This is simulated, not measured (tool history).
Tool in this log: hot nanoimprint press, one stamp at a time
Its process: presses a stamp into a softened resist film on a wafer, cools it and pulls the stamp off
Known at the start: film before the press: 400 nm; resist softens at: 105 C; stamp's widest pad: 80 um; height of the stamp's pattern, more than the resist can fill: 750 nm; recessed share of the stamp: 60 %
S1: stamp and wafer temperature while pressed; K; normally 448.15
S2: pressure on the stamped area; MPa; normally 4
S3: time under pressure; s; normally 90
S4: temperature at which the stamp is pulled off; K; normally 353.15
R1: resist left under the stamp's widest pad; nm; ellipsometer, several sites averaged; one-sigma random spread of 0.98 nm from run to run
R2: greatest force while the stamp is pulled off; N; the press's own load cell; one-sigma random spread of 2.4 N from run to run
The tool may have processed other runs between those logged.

| run | hour | S1 | S2 | S3 | S4 | R1 | R2 |
|---|---|---|---|---|---|---|---|
| 1 | 0 | 448.15 | 4 | 90 | 353.15 | 215.8 | 112 |
| 2 | 13.2 | 452.15 | 4 | 90 | 353.15 | 180.3 | 113 |
| 3 | 23.8 | 452.15 | 4 | 90 | 346.15 | 177.6 | 115 |
| 4 | 40.4 | 452.15 | 4 | 90 | 346.15 | 178 | 117 |
| 5 | 49.6 | 452.15 | 4 | 90 | 360.15 | 179.4 | 100 |
| 6 | 60.3 | 452.15 | 4 | 90 | 360.15 | 179.1 | 98 |
| 7 | 74.3 | 452.15 | 4 | 90 | 360.15 | 177.7 | 108 |
| 8 | 85.7 | 452.15 | 4 | 90 | 360.15 | 178.2 | 106 |
| 9 | 99.1 | 453.15 | 4 | 90 | 353.15 | 172.5 | 110 |
| 10 | 116.2 | 453.15 | 4 | 90 | 353.15 | 170.8 | 106 |
| 11 | 133.7 | 453.15 | 4 | 90 | 353.15 | 172 | 110 |
| 12 | 150.9 | 453.15 | 4 | 90 | 353.15 | 169.1 | 113 |
| 13 | 164.2 | 453.15 | 4 | 90 | 353.15 | 170 | 114 |
| 14 | 176.8 | 453.15 | 4 | 59 | 353.15 | 196.4 | 111 |
| 15 | 196.4 | 453.15 | 4 | 59 | 353.15 | 196.5 | 106 |
| 16 | 211.4 | 453.15 | 4 | 59 | 353.15 | 198.2 | 110 |
| 17 | 220.7 | 448.15 | 4 | 90 | 357.15 | 211.9 | 107 |
| 18 | 239.9 | 448.15 | 4 | 90 | 357.15 | 214.6 | 110 |
| 19 | 257 | 439.15 | 2.6 | 80 | 357.15 | 336.6 | 104 |
| 20 | 270.5 | 456.15 | 5.44 | 64 | 342.15 | 142.9 | 116 |
| 21 | 285.9 | 456.15 | 5.44 | 64 | 342.15 | 144.4 | 124 |
| 22 | 302.7 | 456.15 | 5.44 | 64 | 342.15 | 143.9 | 118 |
| 23 | 320.9 | 453.15 | 3.5 | 93 | 348.15 | 176.9 | 118 |
| 24 | 338.2 | 453.15 | 3.5 | 93 | 348.15 | 177.3 | 116 |
| 25 | 348.5 | 453.15 | 3.5 | 93 | 348.15 | 176.5 | 111 |
| 26 | 362.7 | 448.15 | 4 | 104 | 357.15 | 200.2 | 111 |
| 27 | 372.3 | 448.15 | 2.58 | 52 | 341.15 | 286.5 | 119 |
| 28 | 390.9 | 448.15 | 3.09 | 90 | 351.15 | 232.8 | 110 |
| 29 | 400 | 448.15 | 3.09 | 90 | 351.15 | 235.5 | 111 |
| 30 | 409.5 | 445.15 | 3.69 | 90 | 351.15 | 248.4 | 110 |

Not shown here: 2 entries made in the log between runs. Locate each between two listed runs and compare the hidden state at the listed run before it with the hidden state at the listed run after it:
In the gap between runs 21 and 22: plate thermocouple calibrated (hour 293)
  true temperature over the reading, C: 0.03 -> 0; drift of the gauge itself on residual_nm, %: -1.58 -> -1.66
  the result without the hidden state subtracted from the measured one, R1: -2.5 -> -2.4 nm
In the gap between runs 27 and 28: stamp cleaned and given a new release coat (hour 384.8)
  grip of the stamp's worn release coat, % over a new coat's: 1 -> 0; drift of the gauge itself on residual_nm, %: -2.04 -> -2.11
  the result without the hidden state subtracted from the measured one, R1: -6 -> -5 nm
